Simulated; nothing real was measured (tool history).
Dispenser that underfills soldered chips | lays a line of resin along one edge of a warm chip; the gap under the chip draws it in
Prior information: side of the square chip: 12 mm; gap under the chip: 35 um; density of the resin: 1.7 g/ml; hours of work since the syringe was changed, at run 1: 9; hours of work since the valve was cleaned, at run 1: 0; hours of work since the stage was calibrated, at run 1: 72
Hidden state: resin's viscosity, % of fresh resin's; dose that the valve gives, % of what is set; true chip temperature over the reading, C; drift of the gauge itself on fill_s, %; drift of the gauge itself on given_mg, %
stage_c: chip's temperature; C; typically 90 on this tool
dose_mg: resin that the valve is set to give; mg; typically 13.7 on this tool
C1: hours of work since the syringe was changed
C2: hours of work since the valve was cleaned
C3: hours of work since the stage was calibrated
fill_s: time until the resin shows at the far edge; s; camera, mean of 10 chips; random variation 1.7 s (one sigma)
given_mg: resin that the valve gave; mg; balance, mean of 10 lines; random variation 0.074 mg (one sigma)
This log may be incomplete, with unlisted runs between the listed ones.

{"run": 1, "hour": 0.0, "stage_c": 90, "dose_mg": 13.7, "C1": 9, "C2": 0, "C3": 72, "fill_s": 224.0, "given_mg": 13.57}
{"hour": 0.9, "done": "new syringe of resin"}
{"run": 2, "hour": 3.8, "stage_c": 90, "dose_mg": 14.2, "C1": 2, "C2": 2, "C3": 74, "fill_s": 171.3, "given_mg": 14.17}
{"run": 3, "hour": 7.0, "stage_c": 97, "dose_mg": 14.2, "C1": 4, "C2": 4, "C3": 76, "fill_s": 145.4, "given_mg": 14.2}
{"run": 4, "hour": 9.7, "stage_c": 97, "dose_mg": 14.2, "C1": 6, "C2": 6, "C3": 78, "fill_s": 153.4, "given_mg": 14.1}
{"run": 5, "hour": 11.6, "stage_c": 90, "dose_mg": 13.4, "C1": 7, "C2": 7, "C3": 79, "fill_s": 206.9, "given_mg": 13.19}
{"run": 6, "hour": 13.7, "stage_c": 90, "dose_mg": 13.4, "C1": 8, "C2": 9, "C3": 81, "fill_s": 212.6, "given_mg": 13.27}
{"hour": 16.1, "done": "new syringe of resin"}
{"run": 7, "hour": 17.2, "stage_c": 90, "dose_mg": 13.4, "C1": 1, "C2": 11, "C3": 83, "fill_s": 169.6, "given_mg": 13.31}
{"run": 8, "hour": 20.8, "stage_c": 100, "dose_mg": 13.7, "C1": 3, "C2": 13, "C3": 85, "fill_s": 132.1, "given_mg": 13.48}
{"run": 9, "hour": 24.5, "stage_c": 90, "dose_mg": 15.5, "C1": 5, "C2": 16, "C3": 88, "fill_s": 194.5, "given_mg": 15.04}
{"run": 10, "hour": 28.8, "stage_c": 90, "dose_mg": 15.5, "C1": 8, "C2": 18, "C3": 90, "fill_s": 212.5, "given_mg": 15.23}
{"hour": 31.3, "done": "new syringe of resin"}
{"run": 11, "hour": 31.4, "stage_c": 90, "dose_mg": 15.5, "C1": 0, "C2": 20, "C3": 92, "fill_s": 160.9, "given_mg": 15.22}
{"run": 12, "hour": 34.1, "stage_c": 97, "dose_mg": 17.5, "C1": 2, "C2": 22, "C3": 94, "fill_s": 136.0, "given_mg": 17.02}

Measured minus without-hidden-state, run by run (identical run-to-run variation in each term; gauge scatter may differ):
run=1 fill_s=+61.2 given_mg=-0.02
run=2 fill_s=+9.2 given_mg=-0.05
run=3 fill_s=+17.2 given_mg=-0.08
run=4 fill_s=+25.9 given_mg=-0.10
run=5 fill_s=+41.8 given_mg=-0.11
run=6 fill_s=+50.9 given_mg=-0.13
run=7 fill_s=+5.0 given_mg=-0.15
run=8 fill_s=+13.7 given_mg=-0.18
run=9 fill_s=+33.6 given_mg=-0.23
run=10 fill_s=+52.7 given_mg=-0.27
run=11 fill_s=+0.7 given_mg=-0.29
run=12 fill_s=+8.3 given_mg=-0.35
